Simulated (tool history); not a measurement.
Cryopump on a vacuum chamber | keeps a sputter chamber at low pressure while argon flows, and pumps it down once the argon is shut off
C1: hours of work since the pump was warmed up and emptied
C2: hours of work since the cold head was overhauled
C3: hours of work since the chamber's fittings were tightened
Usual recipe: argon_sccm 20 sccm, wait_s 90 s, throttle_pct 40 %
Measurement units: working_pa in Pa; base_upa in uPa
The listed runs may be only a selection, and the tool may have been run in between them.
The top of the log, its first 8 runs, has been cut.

Run 9, hour 369.8: usual settings but wait_s 98 s, throttle_pct 22 %; C1 404; C2 1283; C3 2259. Result: working_pa 0.1763 Pa, base_upa 5.38 uPa.
Run 10, hour 444.8: usual settings but wait_s 98 s, throttle_pct 22 %; C1 470; C2 1349; C3 2325. Result: working_pa 0.1766 Pa, base_upa 5.49 uPa.
Run 11, hour 505.2: usual settings but wait_s 98 s, throttle_pct 16 %; C1 523; C2 1402; C3 2379. Result: working_pa 0.2384 Pa, base_upa 5.77 uPa.
Run 12, hour 573.0: usual settings; C1 583; C2 1462; C3 2438. Result: working_pa 0.1009 Pa, base_upa 6.18 uPa.
Run 13, hour 637.2: usual settings; C1 639; C2 1518; C3 2495. Result: working_pa 0.1034 Pa, base_upa 6.49 uPa.
Run 14, hour 681.9: usual settings; C1 679; C2 1558; C3 2534. Result: working_pa 0.1030 Pa, base_upa 6.50 uPa.
At hour 697.8: leaking fittings of the chamber tightened, without venting.
Run 15, hour 736.0: usual settings but throttle_pct 27 %; C1 725; C2 1604; C3 34. Result: working_pa 0.1470 Pa, base_upa 2.37 uPa.
Run 16, hour 803.5: usual settings; C1 784; C2 1663; C3 93. Result: working_pa 0.1036 Pa, base_upa 2.37 uPa.
Run 17, hour 844.9: usual settings; C1 821; C2 1700; C3 130. Result: working_pa 0.1035 Pa, base_upa 2.46 uPa.
At hour 879.0: pump warmed up, emptied and cooled again.
Run 18, hour 924.2: usual settings but wait_s 133 s, throttle_pct 27 %; C1 40; C2 1765; C3 195. Result: working_pa 0.1398 Pa, base_upa 1.90 uPa.
Run 19, hour 1000.6: usual settings but wait_s 103 s; C1 107; C2 1833; C3 263. Result: working_pa 0.0942 Pa, base_upa 2.29 uPa.
Run 20, hour 1072.2: usual settings but wait_s 288 s, throttle_pct 23 %; C1 170; C2 1896; C3 326. Result: working_pa 0.1669 Pa, base_upa 1.38 uPa.
Run 21, hour 1114.1: usual settings but wait_s 288 s, throttle_pct 23 %; C1 207; C2 1933; C3 363. Result: working_pa 0.1650 Pa, base_upa 1.53 uPa.

Run 22 has not been measured yet. What should we expect?
Run 22, hour 1168.0: usual settings but wait_s 48 s, throttle_pct 20 %; C1 255; C2 1980; C3 410. Result: working_pa ?, base_upa ?.

{"run 22": {"working_pa": 0.1912, "base_upa": 4.51}}
The same run, on a tool lacking any hidden state, would have yielded working_pa 0.1872 Pa, base_upa 3.80 uPa.
